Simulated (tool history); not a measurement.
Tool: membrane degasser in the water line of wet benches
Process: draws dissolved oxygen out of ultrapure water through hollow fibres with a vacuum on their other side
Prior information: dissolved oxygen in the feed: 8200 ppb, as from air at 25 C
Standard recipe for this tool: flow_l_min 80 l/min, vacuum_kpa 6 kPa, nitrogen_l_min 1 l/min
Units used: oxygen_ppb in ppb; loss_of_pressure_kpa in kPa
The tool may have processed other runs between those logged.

run	day	flow_l_min	vacuum_kpa	nitrogen_l_min	oxygen_ppb	loss_of_pressure_kpa
1	0	80	6	1	367.7	62.87
2	12.979	80	6	1.48	286	62.99
3	19.929	80	3.91	1.48	78.5	63.56
4	27.683	80	3.91	1.48	78.3	63.3
5	41.404	80	6	0.97	371.4	63.22
6	49.146	80	6	0.97	378.6	63.32
7	56.538	80	6	0.97	374.4	63.54
8	65.508	80	6	0.97	375.2	62.98
9	73.012	80	6	0.97	377.2	63.38
10	84.662	83	6	1	383	66
11	95.775	83	6	1	381.5	66
12	102.442	80	6	1	375.3	63.42
13	110.554	80	6	0.98	380.2	63.39
14	120.546	80	6	0.98	373.3	63.99
15	133.142	80	6	0.98	384.6	63.67
16	140.962	80	6	0.98	383	63.64
17	149.879	63	6	0.5	490	50.31
18	158.825	63	6	0.5	489.7	50.12
# day 169.946: seals of the vacuum lines changed
19	172.512	73	6	1.73	238.8	58.62
# day 173.708: vacuum gauge calibrated
20	180.946	73	6	1.73	237.5	58.63
21	186.742	92	8.71	1.74	544.5	73.98
22	194.092	93	4.03	0.65	188.4	74.17
23	201.325	93	4.03	0.65	189.1	74.67
24	208.475	60	4.59	1.34	132.8	47.94
25	215.838	113	6	1.59	372.8	90.38
26	221.979	113	6	1.59	372	90.88
27	235.554	51	4.54	1.59	98.9	41.23
# day 248.112: vacuum gauge calibrated, once more
28	249.05	50	4.54	1.59	87.4	40.04
29	258.317	66	5.74	0.91	310	53.28
30	266.054	66	5.74	0.91	308.7	53.5
31	278.788	84	13	0.85	1345	67.85

Run by run, hidden condition taken away, random variation retained:
The hidden state here: membrane still open, %; true pressure behind the membrane over the reading, kPa; air that leaks in behind the membrane, l/min; drift of the gauge itself on oxygen_ppb, %; drift of the gauge itself on loss_of_pressure_kpa, %.
run	oxygen_ppb	loss_of_pressure_kpa
1	364	62.59
2	282.5	62.64
3	74.6	63.16
4	74.3	62.86
5	366	62.71
6	372.8	62.76
7	368.4	62.94
8	368.7	62.33
9	370.3	62.7
10	375.5	65.23
11	373.5	65.16
12	367.2	62.58
13	371.7	62.51
14	364.5	63.05
15	374.9	62.67
16	373	62.6
17	477.8	49.45
18	477	49.22
19	231.3	57.51
20	226.8	57.47
21	531.5	72.49
22	162	72.63
23	162.1	73.07
24	120.5	46.88
25	353.5	88.34
26	352.5	88.79
27	88.9	40.24
28	87.2	39.03
29	309.4	51.89
30	307.9	52.08
31	1343.8	65.98
